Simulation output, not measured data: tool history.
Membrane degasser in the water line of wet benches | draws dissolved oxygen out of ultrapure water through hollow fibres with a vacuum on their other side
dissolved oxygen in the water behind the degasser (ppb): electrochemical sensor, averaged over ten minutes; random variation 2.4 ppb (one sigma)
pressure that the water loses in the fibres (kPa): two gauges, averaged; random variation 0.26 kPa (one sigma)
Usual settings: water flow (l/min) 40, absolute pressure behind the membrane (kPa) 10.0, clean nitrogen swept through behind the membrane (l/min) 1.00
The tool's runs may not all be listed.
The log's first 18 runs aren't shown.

| run | hour | water flow (l/min) | absolute pressure behind the membrane (kPa) | clean nitrogen swept through behind the membrane (l/min) | dissolved oxygen in the water behind the degasser (ppb) | pressure that the water loses in the fibres (kPa) |
|---|---|---|---|---|---|---|
| 19 | 2999.4 | 40 | 12.2 | 1.00 | 719.0 | 71.48 |
| 20 | 3138.5 | 28 | 24.5 | 1.00 | 1145.8 | 50.27 |
| 21 | 3241.7 | 40 | 10.6 | 0.60 | 849.7 | 71.58 |
| 22 | 3388.1 | 39 | 9.2 | 1.42 | 386.1 | 70.15 |
|  | 3533.5 | vacuum gauge calibrated |
| 23 | 3555.8 | 39 | 9.2 | 1.42 | 380.8 | 69.82 |
| 24 | 3695.4 | 26 | 7.5 | 1.00 | 245.0 | 46.69 |
| 25 | 3780.9 | 30 | 7.5 | 0.93 | 296.2 | 53.72 |
| 26 | 3866.6 | 31 | 18.5 | 1.00 | 930.9 | 55.46 |
| 27 | 4007.5 | 40 | 10.0 | 0.98 | 573.2 | 71.85 |
| 28 | 4115.1 | 30 | 7.3 | 1.00 | 270.3 | 54.00 |
| 29 | 4246.1 | 30 | 7.3 | 1.00 | 267.1 | 54.20 |
| 30 | 4403.6 | 40 | 13.3 | 1.00 | 790.7 | 71.54 |

Run 31 comes next. What will it give?
| 31 | 4613.4 | 59 | 13.3 | 2.13 | ? | ? |

{"run 31": {"dissolved oxygen in the water behind the degasser (ppb)": 725.9, "pressure that the water loses in the fibres (kPa)": 106.65}}
Without the tool's hidden state the same run would have given dissolved oxygen in the water behind the degasser (ppb) 698.5, pressure that the water loses in the fibres (kPa) 102.35.

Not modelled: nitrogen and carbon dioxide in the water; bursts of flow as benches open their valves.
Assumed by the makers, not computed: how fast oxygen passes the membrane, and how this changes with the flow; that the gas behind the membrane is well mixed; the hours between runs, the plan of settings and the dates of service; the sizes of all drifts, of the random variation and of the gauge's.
